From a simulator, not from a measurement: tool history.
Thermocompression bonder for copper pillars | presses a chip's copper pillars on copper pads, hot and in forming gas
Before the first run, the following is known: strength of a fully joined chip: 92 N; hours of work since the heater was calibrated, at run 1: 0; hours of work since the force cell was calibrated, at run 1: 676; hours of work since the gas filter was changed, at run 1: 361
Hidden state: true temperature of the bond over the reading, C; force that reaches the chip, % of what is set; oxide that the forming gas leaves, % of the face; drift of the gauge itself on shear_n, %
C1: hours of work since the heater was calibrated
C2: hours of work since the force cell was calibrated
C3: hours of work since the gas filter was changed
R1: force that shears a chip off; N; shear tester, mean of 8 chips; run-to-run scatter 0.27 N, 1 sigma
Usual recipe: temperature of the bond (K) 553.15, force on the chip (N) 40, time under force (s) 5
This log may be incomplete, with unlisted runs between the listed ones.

run 1 hour=0.0 | temperature_of_the_bond_(K)=553.15 force_on_the_chip_(N)=40 time_under_force_(s)=5 | C1=0 C2=676 C3=361 | R1=41.1
run 2 hour=55.7 | temperature_of_the_bond_(K)=553.15 force_on_the_chip_(N)=40 time_under_force_(s)=5 | C1=43 C2=719 C3=403 | R1=40.6
run 3 hour=101.7 | temperature_of_the_bond_(K)=553.15 force_on_the_chip_(N)=40 time_under_force_(s)=5 | C1=78 C2=754 C3=439 | R1=39.7
-- hour=130.0 forming gas filter changed
run 4 hour=163.8 | temperature_of_the_bond_(K)=553.15 force_on_the_chip_(N)=36 time_under_force_(s)=5 | C1=125 C2=801 C3=26 | R1=40.2
run 5 hour=234.6 | temperature_of_the_bond_(K)=553.15 force_on_the_chip_(N)=36 time_under_force_(s)=5 | C1=179 C2=855 C3=80 | R1=39.4
run 6 hour=291.4 | temperature_of_the_bond_(K)=567.15 force_on_the_chip_(N)=40 time_under_force_(s)=5 | C1=222 C2=899 C3=123 | R1=50.1
run 7 hour=337.5 | temperature_of_the_bond_(K)=553.15 force_on_the_chip_(N)=40 time_under_force_(s)=5 | C1=257 C2=934 C3=159 | R1=43.4
run 8 hour=403.5 | temperature_of_the_bond_(K)=553.15 force_on_the_chip_(N)=40 time_under_force_(s)=5 | C1=308 C2=984 C3=209 | R1=42.8
run 9 hour=446.3 | temperature_of_the_bond_(K)=553.15 force_on_the_chip_(N)=40 time_under_force_(s)=5 | C1=341 C2=1017 C3=242 | R1=43.0
run 10 hour=486.1 | temperature_of_the_bond_(K)=553.15 force_on_the_chip_(N)=40 time_under_force_(s)=5 | C1=371 C2=1047 C3=272 | R1=42.2
run 11 hour=531.6 | temperature_of_the_bond_(K)=581.15 force_on_the_chip_(N)=48 time_under_force_(s)=6 | C1=406 C2=1082 C3=307 | R1=64.4
-- hour=540.1 force cell calibrated
run 12 hour=568.9 | temperature_of_the_bond_(K)=535.15 force_on_the_chip_(N)=25 time_under_force_(s)=5 | C1=433 C2=22 C3=334 | R1=18.9

Forecast run 13:
run 13 hour=624.6 | temperature_of_the_bond_(K)=553.15 force_on_the_chip_(N)=55 time_under_force_(s)=3 | C1=476 C2=65 C3=377 | R1=?

R1: 46.4 N
Minus the tool's unlogged condition, the same run would have read R1 51.9 N.
